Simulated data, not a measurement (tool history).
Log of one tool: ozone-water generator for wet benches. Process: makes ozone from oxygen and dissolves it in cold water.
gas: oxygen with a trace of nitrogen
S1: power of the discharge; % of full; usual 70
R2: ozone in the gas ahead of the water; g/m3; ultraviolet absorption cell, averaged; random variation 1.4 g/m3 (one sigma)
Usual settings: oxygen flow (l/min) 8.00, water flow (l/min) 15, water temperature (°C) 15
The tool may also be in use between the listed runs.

run 1 hour=0.0 | S1=70 oxygen_flow_(l/min)=8.00 water_flow_(l/min)=15 water_temperature_(°C)=15 | dissolved_ozone_(ppm)=42.8 R2=267.2
run 2 hour=58.7 | S1=70 oxygen_flow_(l/min)=8.00 water_flow_(l/min)=11 water_temperature_(°C)=15 | dissolved_ozone_(ppm)=53.7 R2=262.6
run 3 hour=97.4 | S1=70 oxygen_flow_(l/min)=7.82 water_flow_(l/min)=15 water_temperature_(°C)=15 | dissolved_ozone_(ppm)=43.5 R2=268.5
run 4 hour=159.2 | S1=54 oxygen_flow_(l/min)=8.00 water_flow_(l/min)=15 water_temperature_(°C)=15 | dissolved_ozone_(ppm)=34.0 R2=209.7
run 5 hour=187.8 | S1=70 oxygen_flow_(l/min)=8.00 water_flow_(l/min)=15 water_temperature_(°C)=15 | dissolved_ozone_(ppm)=43.1 R2=262.0
run 6 hour=216.3 | S1=47 oxygen_flow_(l/min)=8.00 water_flow_(l/min)=15 water_temperature_(°C)=15 | dissolved_ozone_(ppm)=29.9 R2=184.3
run 7 hour=268.3 | S1=70 oxygen_flow_(l/min)=8.00 water_flow_(l/min)=17 water_temperature_(°C)=15 | dissolved_ozone_(ppm)=39.5 R2=267.0
run 8 hour=322.1 | S1=70 oxygen_flow_(l/min)=8.00 water_flow_(l/min)=15 water_temperature_(°C)=15 | dissolved_ozone_(ppm)=42.9 R2=263.8
run 9 hour=347.7 | S1=70 oxygen_flow_(l/min)=8.00 water_flow_(l/min)=15 water_temperature_(°C)=15 | dissolved_ozone_(ppm)=43.0 R2=262.6
run 10 hour=376.2 | S1=70 oxygen_flow_(l/min)=4.90 water_flow_(l/min)=15 water_temperature_(°C)=15 | dissolved_ozone_(ppm)=40.3 R2=310.2
run 11 hour=409.2 | S1=70 oxygen_flow_(l/min)=8.00 water_flow_(l/min)=15 water_temperature_(°C)=15 | dissolved_ozone_(ppm)=43.1 R2=267.0
run 12 hour=441.1 | S1=70 oxygen_flow_(l/min)=8.00 water_flow_(l/min)=15 water_temperature_(°C)=15 | dissolved_ozone_(ppm)=42.7 R2=263.3
run 13 hour=466.5 | S1=100 oxygen_flow_(l/min)=8.00 water_flow_(l/min)=15 water_temperature_(°C)=15 | dissolved_ozone_(ppm)=58.9 R2=364.2
run 14 hour=491.9 | S1=100 oxygen_flow_(l/min)=8.00 water_flow_(l/min)=15 water_temperature_(°C)=14 | dissolved_ozone_(ppm)=59.7 R2=362.2
run 15 hour=539.9 | S1=70 oxygen_flow_(l/min)=7.92 water_flow_(l/min)=10 water_temperature_(°C)=15 | dissolved_ozone_(ppm)=54.6 R2=266.9
run 16 hour=584.0 | S1=70 oxygen_flow_(l/min)=7.92 water_flow_(l/min)=10 water_temperature_(°C)=15 | dissolved_ozone_(ppm)=55.2 R2=263.2
run 17 hour=628.5 | S1=70 oxygen_flow_(l/min)=7.92 water_flow_(l/min)=10 water_temperature_(°C)=15 | dissolved_ozone_(ppm)=55.2 R2=264.0
run 18 hour=679.4 | S1=70 oxygen_flow_(l/min)=7.92 water_flow_(l/min)=10 water_temperature_(°C)=15 | dissolved_ozone_(ppm)=55.4 R2=267.0
run 19 hour=727.2 | S1=70 oxygen_flow_(l/min)=7.92 water_flow_(l/min)=10 water_temperature_(°C)=15 | dissolved_ozone_(ppm)=55.1 R2=264.3
run 20 hour=786.4 | S1=70 oxygen_flow_(l/min)=7.92 water_flow_(l/min)=20 water_temperature_(°C)=13 | dissolved_ozone_(ppm)=35.0 R2=263.2
run 21 hour=825.1 | S1=44 oxygen_flow_(l/min)=11.81 water_flow_(l/min)=20 water_temperature_(°C)=13 | dissolved_ozone_(ppm)=23.9 R2=152.6
run 22 hour=860.0 | S1=44 oxygen_flow_(l/min)=11.81 water_flow_(l/min)=20 water_temperature_(°C)=13 | dissolved_ozone_(ppm)=23.6 R2=150.4
run 23 hour=912.6 | S1=99 oxygen_flow_(l/min)=4.51 water_flow_(l/min)=16 water_temperature_(°C)=9 | dissolved_ozone_(ppm)=55.5 R2=439.0
run 24 hour=949.5 | S1=49 oxygen_flow_(l/min)=11.39 water_flow_(l/min)=22 water_temperature_(°C)=7 | dissolved_ozone_(ppm)=27.3 R2=168.1
run 25 hour=990.1 | S1=70 oxygen_flow_(l/min)=6.83 water_flow_(l/min)=15 water_temperature_(°C)=20 | dissolved_ozone_(ppm)=38.5 R2=276.5

Some steps in dissolved ozone (ppm) between neighbouring runs. How much of each would the tool show without its hidden state too (settings, what came in, random variation), and how much is left for the hidden state, with any gauge scatter that isn't in both results?
The hidden state here: yield of the discharge, % of new electrodes'; contactor's efficiency, % of a clean one's; true water temperature over the reading, C; drift of the gauge itself on ozone_ppm, %; drift of the gauge itself on gas_g_m3, %.
Run 22 -> 23: S1 44 -> 99, oxygen flow (l/min) 11.81 -> 4.51, water flow (l/min) 20 -> 16, water temperature (°C) 13 -> 9. dissolved ozone (ppm) +31.9: hidden state -2.7, all else +34.6.
Run 23 -> 24: S1 99 -> 49, oxygen flow (l/min) 4.51 -> 11.39, water flow (l/min) 16 -> 22, water temperature (°C) 9 -> 7. dissolved ozone (ppm) -28.2: hidden state +2.3, all else -30.5.
